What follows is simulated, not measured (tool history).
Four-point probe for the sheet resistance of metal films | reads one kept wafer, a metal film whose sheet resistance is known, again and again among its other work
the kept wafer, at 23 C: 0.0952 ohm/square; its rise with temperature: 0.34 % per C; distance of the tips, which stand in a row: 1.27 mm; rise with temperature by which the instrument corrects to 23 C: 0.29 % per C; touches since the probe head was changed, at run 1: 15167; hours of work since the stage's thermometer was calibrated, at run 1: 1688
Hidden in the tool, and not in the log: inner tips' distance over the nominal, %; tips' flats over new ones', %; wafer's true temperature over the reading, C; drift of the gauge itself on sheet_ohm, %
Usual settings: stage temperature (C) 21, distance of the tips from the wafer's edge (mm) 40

run	hour	stage temperature (C)	distance of the tips from the wafer's edge (mm)	touches since the probe head was changed	hours of work since the stage's thermometer was calibrated	sheet resistance as the instrument gives it (ohm/square)
1	0.0	21	40	15167	1688	0.094350
2	28.8	21	40	15785	1703	0.094394
3	58.7	21	40	16427	1720	0.094390
4	82.0	21	40	16928	1732	0.094394
5	132.7	21	40	18014	1760	0.094368
6	172.0	21	40	18858	1781	0.094370
7	213.6	21	40	19751	1803	0.094335
8	264.5	21	40	20843	1831	0.094352
9	313.2	21	40	21887	1857	0.094280
10	360.5	21	40	22903	1883	0.094337
11	395.4	21	40	23651	1902	0.094297
12	420.9	21	75	24198	1916	0.094304
13	454.1	21	75	24911	1933	0.094244
14	504.8	21	75	26000	1961	0.094274
15	529.0	21	75	26518	1974	0.094203
16	558.0	18	40	27142	1990	0.094143
17	596.2	21	40	27960	2010	0.094246
18	618.0	21	40	28428	2022	0.094217
19	647.1	23	22	29054	2038	0.094440
20	676.4	24	50	29682	2054	0.094355
21	716.0	21	5	30532	2075	0.097327
22	764.0	21	5	31561	2101	0.097343
23	787.1	21	30	32056	2114	0.094251
24	825.1	26	9	32872	2134	0.095327
25	849.6	26	9	33397	2147	0.095335
26	881.2	23	15	34075	2165	0.094599
27	931.3	29	6	35152	2192	0.096670
28	952.2	21	10	35600	2203	0.094919
29	977.6	21	19	36145	2217	0.094393
30	1010.6	21	67	36853	2235	0.094117
31	1035.3	21	67	37382	2248	0.094128
32	1061.5	21	8	37944	2262	0.095388
33	1103.3	29	4	38842	2285	0.099274
34	1145.2	30	32	39742	2307	0.094557
35	1196.8	30	32	40849	2335	0.094531
36	1241.0	26	40	41796	2359	0.094304

Some steps in sheet resistance as the instrument gives it (ohm/square) between neighbouring runs. How much of each would the tool show without its hidden state too (settings, what came in, random variation), and how much is left for the hidden state, with any gauge scatter that isn't in both results?
Run 20 -> 21: stage temperature (C) 24 -> 21, distance of the tips from the wafer's edge (mm) 50 -> 5. sheet resistance as the instrument gives it (ohm/square) +0.002972: hidden state -0.000039, all else +0.003011.
Run 22 -> 23: distance of the tips from the wafer's edge (mm) 5 -> 30. sheet resistance as the instrument gives it (ohm/square) -0.003092: hidden state +0.000025, all else -0.003117.
Run 32 -> 33: stage temperature (C) 21 -> 29, distance of the tips from the wafer's edge (mm) 8 -> 4. sheet resistance as the instrument gives it (ohm/square) +0.003886: hidden state -0.000042, all else +0.003928.
Run 33 -> 34: stage temperature (C) 29 -> 30, distance of the tips from the wafer's edge (mm) 4 -> 32. sheet resistance as the instrument gives it (ohm/square) -0.004717: hidden state +0.000039, all else -0.004756.
